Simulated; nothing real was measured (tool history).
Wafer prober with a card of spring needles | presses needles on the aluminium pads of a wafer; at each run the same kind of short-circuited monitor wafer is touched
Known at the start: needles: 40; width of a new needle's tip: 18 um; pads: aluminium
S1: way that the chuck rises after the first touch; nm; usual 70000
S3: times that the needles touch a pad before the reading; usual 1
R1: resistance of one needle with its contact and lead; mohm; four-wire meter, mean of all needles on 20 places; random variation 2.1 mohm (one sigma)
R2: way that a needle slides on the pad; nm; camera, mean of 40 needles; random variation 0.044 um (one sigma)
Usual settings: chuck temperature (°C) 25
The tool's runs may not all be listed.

run 1 hour=0.0 | S1=70000 chuck_temperature_(°C)=25 S3=1 | R1=241 R2=19530
-- hour=17.7 tips cleaned on abrasive film
-- hour=39.6 tips cleaned on abrasive film
-- hour=61.7 tips cleaned on abrasive film
run 2 hour=76.4 | S1=70000 chuck_temperature_(°C)=25 S3=1 | R1=277 R2=19450
-- hour=81.0 tips cleaned on abrasive film
-- hour=103.2 tips cleaned on abrasive film
-- hour=121.0 tips cleaned on abrasive film
-- hour=139.1 height of the first contact set anew
-- hour=143.6 tips cleaned on abrasive film
run 3 hour=156.3 | S1=70000 chuck_temperature_(°C)=25 S3=1 | R1=277 R2=19580
-- hour=165.3 tips cleaned on abrasive film
-- hour=187.3 tips cleaned on abrasive film
run 4 hour=204.6 | S1=70000 chuck_temperature_(°C)=25 S3=1 | R1=280 R2=19470
-- hour=208.9 tips cleaned on abrasive film
-- hour=230.9 tips cleaned on abrasive film
-- hour=253.1 tips cleaned on abrasive film
-- hour=275.2 tips cleaned on abrasive film
run 5 hour=281.4 | S1=70000 chuck_temperature_(°C)=25 S3=1 | R1=264 R2=19300
-- hour=294.8 tips cleaned on abrasive film
-- hour=299.5 height of the first contact set anew
-- hour=312.9 tips cleaned on abrasive film
-- hour=321.9 tips cleaned on abrasive film, once more
-- hour=343.8 tips cleaned on abrasive film
-- hour=366.1 tips cleaned on abrasive film
run 6 hour=367.7 | S1=70000 chuck_temperature_(°C)=25 S3=1 | R1=247 R2=19430
-- hour=385.4 tips cleaned on abrasive film
-- hour=407.6 tips cleaned on abrasive film
-- hour=429.9 tips cleaned on abrasive film
-- hour=448.6 tips cleaned on abrasive film
run 7 hour=448.6 | S1=70000 chuck_temperature_(°C)=25 S3=1 | R1=234 R2=19340
-- hour=457.7 height of the first contact set anew
-- hour=470.9 tips cleaned on abrasive film
-- hour=493.2 tips cleaned on abrasive film
-- hour=515.4 tips cleaned on abrasive film
run 8 hour=517.7 | S1=87000 chuck_temperature_(°C)=25 S3=1 | R1=242 R2=24160
-- hour=535.5 tips cleaned on abrasive film
-- hour=556.7 tips cleaned on abrasive film
run 9 hour=573.0 | S1=87000 chuck_temperature_(°C)=25 S3=1 | R1=264 R2=24210
-- hour=577.5 tips cleaned on abrasive film
-- hour=599.6 tips cleaned on abrasive film
-- hour=617.6 height of the first contact set anew
-- hour=622.1 tips cleaned on abrasive film
-- hour=644.4 tips cleaned on abrasive film
-- hour=663.6 tips cleaned on abrasive film
run 10 hour=663.6 | S1=87000 chuck_temperature_(°C)=25 S3=1 | R1=235 R2=24190
-- hour=685.4 tips cleaned on abrasive film
-- hour=707.7 tips cleaned on abrasive film
run 11 hour=724.4 | S1=70000 chuck_temperature_(°C)=25 S3=2 | R1=267 R2=19360
-- hour=728.9 tips cleaned on abrasive film
-- hour=750.6 tips cleaned on abrasive film
-- hour=772.2 tips cleaned on abrasive film
-- hour=776.9 height of the first contact set anew
-- hour=794.7 tips cleaned on abrasive film
run 12 hour=796.4 | S1=70000 chuck_temperature_(°C)=25 S3=2 | R1=237 R2=19510
-- hour=814.3 tips cleaned on abrasive film
-- hour=836.5 tips cleaned on abrasive film
-- hour=858.8 tips cleaned on abrasive film
-- hour=880.9 tips cleaned on abrasive film
run 13 hour=881.0 | S1=57000 chuck_temperature_(°C)=33 S3=1 | R1=249 R2=15770
-- hour=898.7 tips cleaned on abrasive film
-- hour=921.0 tips cleaned on abrasive film
-- hour=934.3 height of the first contact set anew
-- hour=943.2 tips cleaned on abrasive film
-- hour=961.1 tips cleaned on abrasive film
run 14 hour=963.0 | S1=57000 chuck_temperature_(°C)=33 S3=1 | R1=263 R2=15850

Forecast run 15:
-- hour=980.8 tips cleaned on abrasive film
-- hour=998.7 tips cleaned on abrasive film
-- hour=1020.6 tips cleaned on abrasive film
run 15 hour=1024.1 | S1=57000 chuck_temperature_(°C)=33 S3=1 | R1=? R2=?

Run 15 gave R1 263 mohm, R2 15750 nm.
Without the tool's hidden state the same run would have given R1 228 mohm, R2 15910 nm.

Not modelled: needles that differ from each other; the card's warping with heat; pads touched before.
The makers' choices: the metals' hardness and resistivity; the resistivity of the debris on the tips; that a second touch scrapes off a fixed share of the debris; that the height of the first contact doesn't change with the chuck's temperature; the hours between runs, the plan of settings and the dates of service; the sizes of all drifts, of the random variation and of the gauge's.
